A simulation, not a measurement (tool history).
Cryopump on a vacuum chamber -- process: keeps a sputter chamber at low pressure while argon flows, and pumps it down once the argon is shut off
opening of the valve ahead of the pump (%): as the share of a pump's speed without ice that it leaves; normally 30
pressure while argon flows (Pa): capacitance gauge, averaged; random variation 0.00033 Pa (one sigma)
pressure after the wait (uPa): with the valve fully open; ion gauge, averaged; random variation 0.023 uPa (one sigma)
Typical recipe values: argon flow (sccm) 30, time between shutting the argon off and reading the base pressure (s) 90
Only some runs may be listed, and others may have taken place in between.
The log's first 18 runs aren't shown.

run,hour,argon flow (sccm),time between shutting the argon off and reading the base pressure (s),opening of the valve ahead of the pump (%),hours of work since the pump was warmed up and emptied,hours of work since the cold head was overhauled,hours of work since the chamber's fittings were tightened,pressure while argon flows (Pa),pressure after the wait (uPa)
19,1317.6,24,169,32,60,2090,359,0.0563,0.66
20,1404.5,24,169,32,101,2132,401,0.0568,0.67
21,1483.5,24,136,57,139,2170,439,0.0327,0.77
22,1593.6,24,136,57,192,2222,491,0.0330,0.80
23,1652.9,30,90,59,220,2251,520,0.0402,1.04
24,1736.7,38,83,26,260,2291,560,0.1116,1.09
25,1809.5,38,83,26,295,2326,594,0.1126,1.19
26,1913.6,30,90,38,345,2375,644,0.0628,1.13
# hour 2005.1: pump warmed up, emptied and cooled again
27,2005.1,40,47,47,0,2417,686,0.0639,1.72
28,2084.0,22,245,21,38,2455,723,0.0787,0.66
29,2171.2,22,245,21,79,2496,765,0.0789,0.68
30,2248.2,22,245,21,116,2533,802,0.0791,0.72
31,2351.7,22,67,29,166,2583,851,0.0577,1.40
32,2412.0,36,291,25,195,2611,880,0.1107,0.74
33,2499.1,38,55,35,236,2653,922,0.0840,1.73

Alternative continuations, all from the tool just after run 33; predict every row:
A,2559.7,34,25,35,265,2682,951,?,?
B,2559.7,39,144,35,265,2682,951,?,?
C,2559.7,38,34,30,265,2682,951,?,?
D,2559.7,35,161,24,265,2682,951,?,?
E,2559.7,22,26,18,265,2682,951,?,?

run,pressure while argon flows (Pa),pressure after the wait (uPa)
A,0.0754,3.08
B,0.0868,1.00
C,0.0982,2.40
D,0.1119,0.94
E,0.0935,2.90
Without the tool's hidden state the same runs would have given:
run,pressure while argon flows (Pa),pressure after the wait (uPa)
A,0.0723,2.63
B,0.0831,0.56
C,0.0947,1.95
D,0.1086,0.51
E,0.0915,2.46
